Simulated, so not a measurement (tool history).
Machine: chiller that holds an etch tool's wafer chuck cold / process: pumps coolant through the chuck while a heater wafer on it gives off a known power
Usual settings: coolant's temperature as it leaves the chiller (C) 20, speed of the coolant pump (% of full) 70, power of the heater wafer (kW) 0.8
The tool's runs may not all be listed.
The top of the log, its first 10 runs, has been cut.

| run | hour | coolant's temperature as it leaves the chiller (C) | speed of the coolant pump (% of full) | power of the heater wafer (kW) | chuck's temperature once it has settled (K) | how much warmer the coolant comes back (C) |
|---|---|---|---|---|---|---|
|  | 1047.8 | chiller's thermometer calibrated |
| 11 | 1174.1 | 20 | 76 | 0.8 | 302.65 | 2.9 |
| 12 | 1291.4 | 20 | 70 | 1.099 | 307.05 | 4.37 |
| 13 | 1403.2 | 20 | 70 | 1.099 | 306.95 | 4.37 |
|  | 1480.2 | coolant changed, channels flushed |
| 14 | 1522.3 | 20 | 70 | 1.099 | 306.75 | 4.43 |
| 15 | 1662.2 | 20 | 70 | 1.099 | 306.85 | 4.36 |
| 16 | 1809.6 | 20 | 70 | 1.099 | 306.85 | 4.35 |
| 17 | 1952.6 | 18 | 93 | 0.601 | 297.55 | 1.74 |
| 18 | 2104.6 | 14 | 93 | 0.646 | 293.85 | 1.91 |
| 19 | 2244.3 | 20 | 86 | 0.517 | 298.75 | 1.57 |
| 20 | 2319.7 | 21 | 70 | 0.641 | 302.15 | 2.45 |
| 21 | 2414.9 | 16 | 66 | 0.716 | 298.45 | 2.93 |

Run 22, settings as shown, results not yet in. Your forecast:
| 22 | 2546.1 | 15 | 100 | 0.487 | ? | ? |

{"run 22": {"chuck's temperature once it has settled (K)": 293.15, "how much warmer the coolant comes back (C)": 1.26}}
Without the tool's hidden state the same run would have given chuck's temperature once it has settled (K) 293.15, how much warmer the coolant comes back (C) 1.38.

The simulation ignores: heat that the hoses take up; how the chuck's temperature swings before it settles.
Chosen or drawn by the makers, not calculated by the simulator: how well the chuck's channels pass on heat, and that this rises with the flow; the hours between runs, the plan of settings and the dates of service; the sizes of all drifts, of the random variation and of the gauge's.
